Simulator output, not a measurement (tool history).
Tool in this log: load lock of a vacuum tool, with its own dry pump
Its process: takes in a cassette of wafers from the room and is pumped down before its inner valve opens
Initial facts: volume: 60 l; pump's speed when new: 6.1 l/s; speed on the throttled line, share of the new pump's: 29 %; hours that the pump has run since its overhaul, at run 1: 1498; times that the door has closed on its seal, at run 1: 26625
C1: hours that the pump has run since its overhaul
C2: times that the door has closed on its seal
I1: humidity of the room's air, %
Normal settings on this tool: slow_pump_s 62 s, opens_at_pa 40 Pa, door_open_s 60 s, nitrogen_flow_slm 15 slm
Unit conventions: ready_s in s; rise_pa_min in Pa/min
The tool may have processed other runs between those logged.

run 1 hour=0.0 | slow_pump_s=62 opens_at_pa=40 door_open_s=60 nitrogen_flow_slm=15 | C1=1498 C2=26625 | I1=44.6 | ready_s=121.7 rise_pa_min=0.174
run 2 hour=164.0 | slow_pump_s=105 opens_at_pa=40 door_open_s=60 nitrogen_flow_slm=15 | C1=1662 C2=27336 | I1=45.0 | ready_s=152.7 rise_pa_min=0.194
run 3 hour=305.9 | slow_pump_s=34 opens_at_pa=40 door_open_s=60 nitrogen_flow_slm=15 | C1=1803 C2=27950 | I1=44.2 | ready_s=102.8 rise_pa_min=0.196
run 4 hour=526.8 | slow_pump_s=34 opens_at_pa=40 door_open_s=60 nitrogen_flow_slm=15 | C1=2024 C2=28906 | I1=46.2 | ready_s=101.6 rise_pa_min=0.212
run 5 hour=650.1 | slow_pump_s=34 opens_at_pa=40 door_open_s=60 nitrogen_flow_slm=15 | C1=2148 C2=29440 | I1=45.1 | ready_s=102.3 rise_pa_min=0.216
run 6 hour=836.8 | slow_pump_s=62 opens_at_pa=40 door_open_s=60 nitrogen_flow_slm=15 | C1=2334 C2=30248 | I1=43.1 | ready_s=122.3 rise_pa_min=0.229
run 7 hour=952.6 | slow_pump_s=62 opens_at_pa=40 door_open_s=60 nitrogen_flow_slm=24 | C1=2450 C2=30750 | I1=48.5 | ready_s=119.6 rise_pa_min=0.231
run 8 hour=1150.1 | slow_pump_s=62 opens_at_pa=69 door_open_s=60 nitrogen_flow_slm=7 | C1=2648 C2=31605 | I1=45.2 | ready_s=116.4 rise_pa_min=0.250
run 9 hour=1314.2 | slow_pump_s=73 opens_at_pa=69 door_open_s=221 nitrogen_flow_slm=7 | C1=2812 C2=32315 | I1=46.4 | ready_s=122.7 rise_pa_min=0.275
run 10 hour=1438.3 | slow_pump_s=72 opens_at_pa=40 door_open_s=213 nitrogen_flow_slm=15 | C1=2936 C2=32852 | I1=45.1 | ready_s=126.5 rise_pa_min=0.271
run 11 hour=1543.8 | slow_pump_s=72 opens_at_pa=40 door_open_s=213 nitrogen_flow_slm=15 | C1=3041 C2=33309 | I1=47.1 | ready_s=129.5 rise_pa_min=0.276
-- hour=1667.6 door's seal changed, seat wiped
run 12 hour=1725.6 | slow_pump_s=49 opens_at_pa=71 door_open_s=80 nitrogen_flow_slm=32 | C1=3222 C2=252 | I1=43.7 | ready_s=107.0 rise_pa_min=0.009
run 13 hour=1949.1 | slow_pump_s=62 opens_at_pa=58 door_open_s=91 nitrogen_flow_slm=8 | C1=3445 C2=1219 | I1=41.9 | ready_s=117.3 rise_pa_min=0.021

Consider 5 possible next runs. They are alternatives, not a sequence: every one starts from the tool as it was left by run 13. What does each give?
run A hour=2102.7 | slow_pump_s=62 opens_at_pa=58 door_open_s=152 nitrogen_flow_slm=8 | C1=3599 C2=1884 | I1=44.1 | ready_s=? rise_pa_min=?
run B hour=2102.7 | slow_pump_s=62 opens_at_pa=58 door_open_s=91 nitrogen_flow_slm=10 | C1=3599 C2=1884 | I1=44.7 | ready_s=? rise_pa_min=?
run C hour=2102.7 | slow_pump_s=62 opens_at_pa=40 door_open_s=60 nitrogen_flow_slm=21 | C1=3599 C2=1884 | I1=44.6 | ready_s=? rise_pa_min=?
run D hour=2102.7 | slow_pump_s=62 opens_at_pa=37 door_open_s=91 nitrogen_flow_slm=8 | C1=3599 C2=1884 | I1=48.5 | ready_s=? rise_pa_min=?
run E hour=2102.7 | slow_pump_s=62 opens_at_pa=44 door_open_s=60 nitrogen_flow_slm=15 | C1=3599 C2=1884 | I1=45.5 | ready_s=? rise_pa_min=?

run=A ready_s=118.9 rise_pa_min=0.036
run=B ready_s=118.9 rise_pa_min=0.024
run=C ready_s=122.7 rise_pa_min=0.018
run=D ready_s=123.8 rise_pa_min=0.025
run=E ready_s=120.6 rise_pa_min=0.014
Without the tool's unlogged condition, the same runs would have read:
run=A ready_s=118.7 rise_pa_min=0.031
run=B ready_s=118.7 rise_pa_min=0.019
run=C ready_s=122.5 rise_pa_min=0.012
run=D ready_s=123.5 rise_pa_min=0.020
run=E ready_s=120.4 rise_pa_min=0.009
